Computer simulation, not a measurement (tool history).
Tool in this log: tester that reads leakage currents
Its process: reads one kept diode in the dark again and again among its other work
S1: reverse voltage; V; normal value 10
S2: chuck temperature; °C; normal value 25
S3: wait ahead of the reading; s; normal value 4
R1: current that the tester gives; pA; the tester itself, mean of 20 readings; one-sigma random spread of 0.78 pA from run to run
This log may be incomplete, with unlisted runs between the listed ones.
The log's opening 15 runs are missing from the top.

run      day    S1  S2    S3      R1
 16   88.383    10  25     4  272.09
 17   93.558    10  25     4  275.75
 18   97.004    10  25     4   277.4
      98.575  -- tester calibrated, once more
 19  101.688    10  25     4  280.04
     102.346  -- chuck's temperature calibrated
 20  106.342   5.7  26  5.21  208.78
 21  109.462   5.7  26  5.21  209.43
 22  114.367   3.3  40  4.14  409.93
 23  118.458   6.9  26  0.36  240.63
 24  125.004   6.9  26  0.36   242.6
 25  130.725   8.1  42  1.41  775.22
 26  137.962   8.1  42  1.41  783.19
 27  143.271    10  28     4  344.05
 28  148.588    10  28     4  346.64
 29  154.129    10  28     4  348.77
 30  158.833   7.1  26  0.69  256.42
     161.379  -- chuck's temperature calibrated
 31  162.879    10  34     1  501.08
 32  167.779    10  34     1  503.91
 33  173.225     3  25  6.48  139.23
 34   180.25  11.4  27  5.13  340.85
 35  184.808   2.7  31     4  204.38
 36  189.996   2.7  49  0.45  668.62
 37  197.296    10  25  0.37  289.83
 38   201.35   2.5  39  1.75  341.91

3 ways to go on from here, each from the tool as it stands after run 38. What would each give?
  A  206.596  13.9  50  0.57   ?
  B  206.596   2.5  39  7.08   ?
  C  206.596    10  32  0.37   ?

run       R1
  A  1754.98
  B   342.48
  C   464.93
Stripped of hidden state, with their random variation kept, the same runs would have yielded:
run       R1
  A  1662.57
  B   323.54
  C   430.52

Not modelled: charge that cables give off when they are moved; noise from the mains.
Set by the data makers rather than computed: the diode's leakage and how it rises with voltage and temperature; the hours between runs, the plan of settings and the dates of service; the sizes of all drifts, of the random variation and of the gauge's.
